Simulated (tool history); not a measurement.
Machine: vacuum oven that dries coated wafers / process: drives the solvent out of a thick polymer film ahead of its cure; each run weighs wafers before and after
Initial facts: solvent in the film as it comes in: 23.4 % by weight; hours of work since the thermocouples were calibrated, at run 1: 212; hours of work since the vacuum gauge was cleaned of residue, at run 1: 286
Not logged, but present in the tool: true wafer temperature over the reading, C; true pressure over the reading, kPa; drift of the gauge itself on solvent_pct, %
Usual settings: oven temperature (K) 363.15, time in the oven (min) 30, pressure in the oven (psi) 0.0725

run	hour	oven temperature (K)	time in the oven (min)	pressure in the oven (psi)	hours of work since the thermocouples were calibrated	hours of work since the vacuum gauge was cleaned of residue	solvent left in the film (%)
1	0.0	363.15	30	0.0725	212	286	5.25
2	66.8	363.15	30	0.1695	244	318	5.54
3	107.3	363.15	30	0.0579	264	338	5.17
4	177.2	363.15	30	0.2293	298	372	5.72
5	206.7	363.15	30	0.2293	312	386	5.70
6	272.0	363.15	35	0.0725	344	418	4.23
7	307.7	363.15	35	0.0725	361	435	4.25
8	361.0	363.15	35	0.0725	387	461	4.24
9	414.5	353.15	15	0.0410	413	487	13.98
10	476.3	363.15	45	0.0989	443	517	2.92
11	533.9	363.15	45	0.0989	471	545	2.92

Alternative continuations, all from the tool just after run 11; predict every row:
A	572.4	363.15	51	0.0989	490	564	?
B	572.4	351.15	41	0.1691	490	564	?
C	572.4	368.15	48	0.0965	490	564	?
D	572.4	373.15	19	0.1272	490	564	?
E	572.4	363.15	17	0.2688	490	564	?

run	solvent left in the film (%)
A	2.34
B	9.63
C	1.26
D	3.70
E	9.50
With the hidden condition removed and each run's random variation left untouched, the same runs would have given:
run	solvent left in the film (%)
A	2.23
B	9.51
C	1.16
D	3.63
E	9.42

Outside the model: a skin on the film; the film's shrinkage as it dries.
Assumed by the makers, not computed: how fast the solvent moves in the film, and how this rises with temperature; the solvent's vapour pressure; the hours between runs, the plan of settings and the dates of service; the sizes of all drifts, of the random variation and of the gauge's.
